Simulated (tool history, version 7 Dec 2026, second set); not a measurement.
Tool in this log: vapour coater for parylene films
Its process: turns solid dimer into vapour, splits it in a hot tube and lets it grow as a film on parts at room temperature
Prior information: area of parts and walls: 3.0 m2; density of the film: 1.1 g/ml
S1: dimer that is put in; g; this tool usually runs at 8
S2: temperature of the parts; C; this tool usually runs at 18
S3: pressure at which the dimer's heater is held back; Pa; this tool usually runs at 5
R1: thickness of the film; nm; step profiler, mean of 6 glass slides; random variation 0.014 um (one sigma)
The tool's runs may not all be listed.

run,hour,S1,S2,S3,R1
1,0,8,18,5,1540
2,16.9,8,26,5,1020
3,32.5,8,26,5,1030
4,53.9,8,27,5,940
5,71.5,8,27,5,950
6,84.7,8,27,5,940
7,103.9,8,27,2.74,1020
8,127.4,8,27,2.74,1020
# hour 140.6: trap's valve overhauled
9,159.4,8,27,2.74,970
10,189.8,8,27,2.74,980
11,213.3,8,18,5,1340
# hour 237.8: trap's valve overhauled, once more
12,246.2,8,25,5,1150
13,271.3,8,25,5,1150
14,294.5,8,25,5,1140
15,317.4,8,25,5,1130
16,341.4,8,25,3.43,1190
17,367.8,8,25,3.43,1170
18,382.9,8,10,5,2200
19,403.2,8,10,5,2220
20,432.3,10,18,5,1930
21,451.6,6,10,2.01,1620
22,470.9,12,18,5,2290
23,497.5,4,18,5.97,750
24,520,5,18,4.43,970
25,542.5,3,18,10.39,490
26,555.7,8,18,7.84,1370
27,569.2,8,23,7.52,1070
# hour 576: trap's valve overhauled
28,591.4,8,23,7.52,1250
29,613,5,11,7.52,1390
30,627.8,5,11,7.52,1390
31,646.6,5,11,3.39,1440
32,664,3,18,2.1,690
33,691.8,4,27,5,510
34,706.8,4,27,5,530
35,728.3,4,27,2.97,560
36,755.1,8,19,8.92,1350

Alternative continuations, all from the tool just after run 36; predict every row:
A,779.9,8,25,2.81,?
B,779.9,8,18,5.12,?
C,779.9,8,15,5.68,?

run,R1
A,1200
B,1570
C,1780
With no hidden state in the tool, these same runs would have given:
run,R1
A,1270
B,1670
C,1900
